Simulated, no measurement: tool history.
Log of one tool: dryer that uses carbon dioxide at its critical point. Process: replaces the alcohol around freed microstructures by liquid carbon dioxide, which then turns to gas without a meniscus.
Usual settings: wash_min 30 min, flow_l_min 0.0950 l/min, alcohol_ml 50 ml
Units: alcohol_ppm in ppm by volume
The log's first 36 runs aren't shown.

run   hour  wash_min  flow_l_min  alcohol_ml  hours of work since the filter was changed  hours of work since the purifier's bed was changed  alcohol_ppm
 37  274.9        48      0.0950          82                                         166                                                 195          136
 38  283.3        23      0.1178         112                                         171                                                 200         2190
 39  293.4        26      0.0681          50                                         177                                                 206         5452
 40  302.2        19      0.1079          50                                         182                                                 212         3217
 41  311.9        19      0.1361          55                                         188                                                 217         1306
 42  322.0        47      0.0769          76                                         194                                                 223          474
 43  330.2        30      0.1000          57                                         199                                                 228          805
 44  337.6        26      0.1296          51                                         203                                                 233          397

5 ways to go on from here, each from the tool as it stands after run 44. What would each give?
  A  343.8        30      0.1153          43                                         207                                                 236            ?
  B  343.8        31      0.0669          50                                         207                                                 236            ?
  C  343.8        26      0.0720          73                                         207                                                 236            ?
  D  343.8        36      0.0687          43                                         207                                                 236            ?
  E  343.8        38      0.1602         114                                         207                                                 236            ?

run  alcohol_ppm
  A          321
  B         3589
  C         6958
  D         1619
  E           77
Without the tool's hidden state the same runs would have given:
run  alcohol_ppm
  A          142
  B         2559
  C         5163
  D         1055
  E            1

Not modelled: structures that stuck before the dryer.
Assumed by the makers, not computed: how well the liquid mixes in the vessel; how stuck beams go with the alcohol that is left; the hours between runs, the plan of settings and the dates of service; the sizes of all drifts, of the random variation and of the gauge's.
